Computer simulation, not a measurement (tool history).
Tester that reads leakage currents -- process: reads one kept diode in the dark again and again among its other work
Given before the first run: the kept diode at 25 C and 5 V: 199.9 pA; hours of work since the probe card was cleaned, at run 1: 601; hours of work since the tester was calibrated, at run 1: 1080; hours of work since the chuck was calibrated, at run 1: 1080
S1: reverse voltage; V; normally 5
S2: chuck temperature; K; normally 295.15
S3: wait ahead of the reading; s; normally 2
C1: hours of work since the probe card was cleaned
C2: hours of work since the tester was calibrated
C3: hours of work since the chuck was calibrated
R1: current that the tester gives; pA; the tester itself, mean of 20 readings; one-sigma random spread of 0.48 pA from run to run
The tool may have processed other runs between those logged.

{"run": 1, "hour": 0.0, "S1": 5, "S2": 295.15, "S3": 2, "C1": 601, "C2": 1080, "C3": 1080, "R1": 187.24}
{"run": 2, "hour": 162.8, "S1": 5, "S2": 295.15, "S3": 2, "C1": 671, "C2": 1150, "C3": 1150, "R1": 188.13}
{"run": 3, "hour": 348.8, "S1": 5, "S2": 295.15, "S3": 2, "C1": 750, "C2": 1229, "C3": 1229, "R1": 190.37}
{"run": 4, "hour": 565.2, "S1": 5, "S2": 295.15, "S3": 2, "C1": 843, "C2": 1322, "C3": 1322, "R1": 192.46}
{"hour": 680.2, "done": "chuck's temperature calibrated"}
{"run": 5, "hour": 756.4, "S1": 5, "S2": 313.15, "S3": 2, "C1": 925, "C2": 1404, "C3": 33, "R1": 786.44}
{"run": 6, "hour": 909.5, "S1": 5, "S2": 295.15, "S3": 2, "C1": 990, "C2": 1469, "C3": 98, "R1": 211.82}
{"run": 7, "hour": 1032.5, "S1": 5, "S2": 295.15, "S3": 2, "C1": 1043, "C2": 1522, "C3": 151, "R1": 214.34}
{"hour": 1224.4, "done": "chuck's temperature calibrated, once more"}
{"run": 8, "hour": 1250.7, "S1": 5, "S2": 300.15, "S3": 0.6, "C1": 1136, "C2": 1615, "C3": 11, "R1": 238.99}
{"run": 9, "hour": 1378.9, "S1": 13.73, "S2": 315.15, "S3": 2.45, "C1": 1191, "C2": 1670, "C3": 66, "R1": 1061.16}
{"run": 10, "hour": 1512.6, "S1": 13.73, "S2": 315.15, "S3": 2.45, "C1": 1248, "C2": 1727, "C3": 124, "R1": 1068.29}
{"run": 11, "hour": 1652.6, "S1": 9.42, "S2": 325.15, "S3": 0.5, "C1": 1308, "C2": 1787, "C3": 184, "R1": 1815.6}
{"run": 12, "hour": 1767.0, "S1": 1.15, "S2": 303.15, "S3": 0.61, "C1": 1357, "C2": 1837, "C3": 233, "R1": 170.29}
{"run": 13, "hour": 1964.8, "S1": 1.16, "S2": 295.15, "S3": 2, "C1": 1442, "C2": 1921, "C3": 318, "R1": 93.85}
{"run": 14, "hour": 2099.2, "S1": 1.16, "S2": 295.15, "S3": 2, "C1": 1500, "C2": 1979, "C3": 375, "R1": 94.76}

Consider 4 possible next runs. They are alternatives, not a sequence: every one starts from the tool as it was left by run 14. What does each give?
{"run": "A", "hour": 2312.5, "S1": 1.16, "S2": 295.15, "S3": 0.75, "C1": 1592, "C2": 2071, "C3": 467, "R1": "?"}
{"run": "B", "hour": 2312.5, "S1": 5, "S2": 293.15, "S3": 2.7, "C1": 1592, "C2": 2071, "C3": 467, "R1": "?"}
{"run": "C", "hour": 2312.5, "S1": 1.33, "S2": 321.15, "S3": 0.83, "C1": 1592, "C2": 2071, "C3": 467, "R1": "?"}
{"run": "D", "hour": 2312.5, "S1": 17.53, "S2": 303.15, "S3": 1.58, "C1": 1592, "C2": 2071, "C3": 467, "R1": "?"}

run=A R1=95.81
run=B R1=146.24
run=C R1=665.66
run=D R1=523.66
With the hidden condition removed and each run's random variation left untouched, the same runs would have given:
run=A R1=89.08
run=B R1=134.58
run=C R1=627.91
run=D R1=484.2
